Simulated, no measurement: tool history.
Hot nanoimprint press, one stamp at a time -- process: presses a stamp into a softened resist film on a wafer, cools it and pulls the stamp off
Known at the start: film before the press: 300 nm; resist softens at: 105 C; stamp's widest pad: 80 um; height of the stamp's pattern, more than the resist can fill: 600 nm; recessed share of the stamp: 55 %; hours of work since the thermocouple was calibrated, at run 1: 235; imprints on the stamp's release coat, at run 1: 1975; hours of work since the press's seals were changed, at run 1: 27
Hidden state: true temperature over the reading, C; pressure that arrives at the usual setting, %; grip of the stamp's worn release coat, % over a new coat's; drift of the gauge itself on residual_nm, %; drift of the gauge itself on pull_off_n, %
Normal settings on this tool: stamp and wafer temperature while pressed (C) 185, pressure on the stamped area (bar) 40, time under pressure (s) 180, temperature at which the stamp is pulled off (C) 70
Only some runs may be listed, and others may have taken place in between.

run	hour	stamp and wafer temperature while pressed (C)	pressure on the stamped area (bar)	time under pressure (s)	temperature at which the stamp is pulled off (C)	hours of work since the thermocouple was calibrated	imprints on the stamp's release coat	hours of work since the press's seals were changed	resist left under the stamp's widest pad (angstrom)	greatest force while the stamp is pulled off (N)
1	0	185	40	180	70	235	1975	27	1661	258
2	44.5	185	40	180	70	264	2177	56	1656	262
# hour 55.8: stamp cleaned and given a new release coat
3	103.6	185	40	180	70	299	217	91	1654	191
4	143.9	184	40	180	70	325	399	117	1696	201
5	180.4	184	40	180	70	349	565	141	1688	212
# hour 204.9: plate thermocouple calibrated
6	221.1	185	40	214	70	11	735	166	1487	205
7	260.5	185	35.6	187	70	36	914	192	1639	211
8	312.5	178	43.1	187	68	70	1150	226	1877	228
9	355.3	178	43.1	187	68	98	1344	254	1864	239
10	403	178	43.1	187	68	129	1560	285	1860	247
11	441.4	176	35.2	104	74	154	1734	310	2393	216
# hour 474.9: plate thermocouple calibrated, once more
12	484.5	186	58.5	305	75	6	1916	336	1180	252

Here are 3 independent what-if runs from the current tool condition. What would each one return?
A	509.5	185	40	180	71	23	2029	352	?	?
B	509.5	186	33.7	93	65	23	2029	352	?	?
C	509.5	176	58.5	291	75	23	2029	352	?	?

run	resist left under the stamp's widest pad (angstrom)	greatest force while the stamp is pulled off (N)
A	1749	258
B	2165	290
C	1764	245
Stripped of hidden state, with their random variation kept, the same runs would have yielded:
run	resist left under the stamp's widest pad (angstrom)	greatest force while the stamp is pulled off (N)
A	1719	183
B	2140	206
C	1723	175
